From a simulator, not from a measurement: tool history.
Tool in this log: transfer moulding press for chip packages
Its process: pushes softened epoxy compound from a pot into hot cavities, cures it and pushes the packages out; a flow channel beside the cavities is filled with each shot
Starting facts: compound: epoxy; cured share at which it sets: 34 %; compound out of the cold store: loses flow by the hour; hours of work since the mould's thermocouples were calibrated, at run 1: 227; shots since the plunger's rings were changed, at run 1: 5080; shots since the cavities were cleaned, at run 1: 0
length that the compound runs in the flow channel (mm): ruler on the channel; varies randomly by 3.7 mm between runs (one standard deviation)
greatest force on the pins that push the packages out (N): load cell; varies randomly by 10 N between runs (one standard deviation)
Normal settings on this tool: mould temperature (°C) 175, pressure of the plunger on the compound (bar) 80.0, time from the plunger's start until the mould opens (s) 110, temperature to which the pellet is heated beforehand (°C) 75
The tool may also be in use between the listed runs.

run   hour  mould temperature (°C)  pressure of the plunger on the compound (bar)  time from the plunger's start until the mould opens (s)  temperature to which the pellet is heated beforehand (°C)  hours of work since the mould's thermocouples were calibrated  shots since the plunger's rings were changed  shots since the cavities were cleaned  incoming compound's hours out of the cold store  length that the compound runs in the flow channel (mm)  greatest force on the pins that push the packages out (N)
  1    0.0                     175                                           80.0                                                      110                                                         75                                                            227                                          5080                                      0                                             39.4                                                     835                                                        471
  2   38.0                     175                                           80.0                                                      110                                                         75                                                            245                                          5370                                    290                                             18.5                                                     874                                                        755
  3   82.7                     175                                           80.0                                                      132                                                         75                                                            267                                          5710                                    630                                             41.7                                                     822                                                        651
      91.2  -- cavities cleaned with cleaning compound and waxed
  4  108.9                     175                                           80.0                                                      132                                                         84                                                            279                                          5899                                    135                                              8.7                                                     888                                                        473
  5  143.2                     180                                           80.0                                                      110                                                         75                                                            296                                          6160                                    396                                             42.9                                                     808                                                        597
     161.3  -- plunger's sealing rings changed
  6  179.6                     180                                           80.0                                                      110                                                         75                                                            312                                           140                                    654                                             15.9                                                     927                                                        723
     185.8  -- cavities cleaned with cleaning compound and waxed
  7  228.9                     180                                           80.0                                                      110                                                         75                                                            335                                           504                                    328                                             13.6                                                     919                                                        585
  8  255.9                     175                                           80.3                                                      110                                                         75                                                            348                                           710                                    534                                              9.4                                                     946                                                        883
     276.1  -- cavities cleaned with cleaning compound and waxed
  9  283.0                     175                                           80.3                                                      110                                                         75                                                            360                                           905                                     52                                             46.8                                                     879                                                        527
 10  312.4                     175                                           80.3                                                      110                                                         75                                                            375                                          1129                                    276                                             46.7                                                     869                                                        718
 11  343.3                     175                                           80.0                                                      110                                                         75                                                            389                                          1364                                    511                                             25.5                                                     910                                                        836
     366.6  -- cavities cleaned with cleaning compound and waxed
 12  379.7                     175                                           80.0                                                      110                                                         75                                                            406                                          1631                                    100                                             26.8                                                     899                                                        584
 13  429.4                     172                                           80.0                                                      110                                                         82                                                            430                                          2009                                    478                                             16.5                                                     930                                                       1004

Expected results for the next run?
     458.4  -- cavities cleaned with cleaning compound and waxed
     468.1  -- mould's thermocouples calibrated
 14  489.9                     172                                           80.0                                                      110                                                         82                                                             11                                          2443                                    225                                             11.9                                                       ?                                                          ?

length that the compound runs in the flow channel (mm): 929
greatest force on the pins that push the packages out (N): 816
Were there no unlogged condition in the tool, this run, its random variation unchanged, would have produced length that the compound runs in the flow channel (mm) 955, greatest force on the pins that push the packages out (N) 585.

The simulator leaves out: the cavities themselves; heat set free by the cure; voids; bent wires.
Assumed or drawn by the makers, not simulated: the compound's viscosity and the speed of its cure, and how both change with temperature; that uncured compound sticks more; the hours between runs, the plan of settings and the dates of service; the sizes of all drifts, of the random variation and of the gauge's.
